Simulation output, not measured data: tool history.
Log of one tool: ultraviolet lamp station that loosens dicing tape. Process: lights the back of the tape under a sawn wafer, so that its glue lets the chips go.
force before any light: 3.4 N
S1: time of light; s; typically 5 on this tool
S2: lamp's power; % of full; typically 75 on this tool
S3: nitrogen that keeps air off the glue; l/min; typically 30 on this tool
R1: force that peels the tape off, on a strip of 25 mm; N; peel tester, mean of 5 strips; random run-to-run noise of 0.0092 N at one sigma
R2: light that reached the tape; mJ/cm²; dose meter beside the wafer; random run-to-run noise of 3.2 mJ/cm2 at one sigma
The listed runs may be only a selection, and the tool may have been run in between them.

run,day,S1,S2,S3,R1,R2
1,0,5,75,30,0.609,374
2,0.733,5,75,30,0.612,379
3,2.217,5,75,10,1.122,370
4,3.058,5,75,10,1.198,358
# day 3.192: window cleaned of glue's vapour
5,4.458,5,75,10,1.175,350
6,5.708,5,75,10,1.257,347
# day 6.154: window cleaned of glue's vapour, once more
7,6.996,5,75,10,1.112,382

What does the tool deliver on the next run?
8,7.792,3,75,30,?,?

R1: 1.194 N
R2: 228 mJ/cm²
Minus the tool's unlogged condition, the same run would have read R1 0.887 N, R2 295 mJ/cm².

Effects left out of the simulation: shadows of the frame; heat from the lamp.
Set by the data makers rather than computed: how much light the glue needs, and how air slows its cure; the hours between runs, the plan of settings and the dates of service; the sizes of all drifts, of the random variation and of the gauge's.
